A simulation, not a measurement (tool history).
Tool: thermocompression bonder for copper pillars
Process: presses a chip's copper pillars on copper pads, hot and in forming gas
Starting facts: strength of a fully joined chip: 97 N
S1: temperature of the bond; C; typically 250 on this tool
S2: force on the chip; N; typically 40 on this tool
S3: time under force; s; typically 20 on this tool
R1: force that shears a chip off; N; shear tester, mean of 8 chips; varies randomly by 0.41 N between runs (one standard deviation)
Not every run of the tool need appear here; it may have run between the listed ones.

| run | day | S1 | S2 | S3 | R1 |
|---|---|---|---|---|---|
| 1 | 0 | 250 | 40 | 20 | 37.2 |
| 2 | 0.475 | 250 | 40 | 20 | 37.8 |
| 3 | 0.862 | 226 | 40 | 20 | 27 |
| 4 | 1.621 | 226 | 40 | 20 | 26.4 |
| 5 | 2.229 | 226 | 40 | 20 | 26.7 |
| 6 | 2.908 | 250 | 40 | 16 | 33 |
| 7 | 3.412 | 250 | 40 | 20 | 37.9 |
| 8 | 3.808 | 228 | 28 | 13 | 16.1 |
| 9 | 4.521 | 224 | 40 | 20 | 26.4 |
| 10 | 5.017 | 222 | 45 | 20 | 28 |
| 11 | 5.392 | 250 | 40 | 32 | 44.5 |
|  | 5.829 | forming gas filter changed |
| 12 | 6.1 | 250 | 40 | 32 | 44.4 |
| 13 | 6.496 | 250 | 40 | 21 | 38.2 |

Consider 5 possible next runs. They are alternatives, not a sequence: every one starts from the tool as it was left by run 13. What does each give?
| A | 7.192 | 260 | 44 | 20 | ? |
| B | 7.192 | 250 | 34 | 21 | ? |
| C | 7.192 | 261 | 29 | 20 | ? |
| D | 7.192 | 277 | 26 | 22 | ? |
| E | 7.192 | 223 | 60 | 17 | ? |

| run | R1 |
|---|---|
| A | 45.2 |
| B | 33.6 |
| C | 31.9 |
| D | 36.8 |
| E | 34.9 |
With no hidden state in the tool, these same runs would have given:
| run | R1 |
|---|---|
| A | 44.9 |
| B | 33.3 |
| C | 31.7 |
| D | 36.5 |
| E | 34.6 |
